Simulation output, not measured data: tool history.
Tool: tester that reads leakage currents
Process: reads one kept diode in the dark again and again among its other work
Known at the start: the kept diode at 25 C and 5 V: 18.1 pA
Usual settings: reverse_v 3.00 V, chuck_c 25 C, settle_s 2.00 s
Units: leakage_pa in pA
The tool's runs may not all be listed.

run,hour,reverse_v,chuck_c,settle_s,leakage_pa
1,0.0,3.00,25,2.00,19.15
2,25.5,3.00,25,2.00,19.25
3,47.2,3.00,25,2.00,19.45
4,74.1,3.00,25,2.00,19.33
5,122.3,3.00,20,2.00,13.98
6,169.6,3.00,20,2.00,13.96
7,194.9,3.00,25,2.00,19.64
8,239.6,3.00,25,2.00,19.69
# hour 244.0: chuck's temperature calibrated
9,292.2,3.00,25,2.00,17.42
10,318.5,3.00,25,2.00,17.46
11,359.4,3.00,25,2.00,17.60
12,411.3,4.58,25,2.00,21.02
13,445.3,1.79,25,2.00,14.56
14,477.1,14.03,25,2.00,36.03
15,524.9,14.03,25,2.00,36.45
16,577.7,1.98,57,0.33,127.52
17,602.1,17.32,33,2.00,62.70
18,643.7,4.83,25,1.24,22.54
19,680.9,4.83,25,1.24,22.61
20,726.5,4.83,25,1.24,22.62
21,766.9,4.70,34,1.95,39.43
22,797.5,2.34,41,0.56,49.49
23,834.1,1.06,33,5.13,21.70
24,877.5,3.00,26,2.00,19.93
25,901.1,3.00,26,2.00,19.78
26,929.0,2.20,24,0.82,15.70
27,959.8,2.40,58,1.03,146.22
28,982.1,1.61,27,1.20,16.88
29,1007.0,8.20,25,1.47,30.05

Measured less the same run without the tool's hidden state. The same run-to-run variation is in both; the gauge's scatter may not be:
The hidden state here: stray current of the dirty probe card, pA a volt; current scale over the true one, %; true chuck temperature over the reading, C; drift of the gauge itself on leakage_pa, %.
run,leakage_pa
1,+3.41
2,+3.47
3,+3.51
4,+3.57
5,+3.05
6,+3.13
7,+3.79
8,+3.88
9,+1.66
10,+1.71
11,+1.78
12,+2.89
13,+1.14
14,+9.41
15,+9.76
16,+1.73
17,+12.66
18,+3.67
19,+3.76
20,+3.86
21,+4.05
22,+2.38
23,+1.13
24,+2.75
25,+2.78
26,+2.10
27,+4.31
28,+1.69
29,+7.63

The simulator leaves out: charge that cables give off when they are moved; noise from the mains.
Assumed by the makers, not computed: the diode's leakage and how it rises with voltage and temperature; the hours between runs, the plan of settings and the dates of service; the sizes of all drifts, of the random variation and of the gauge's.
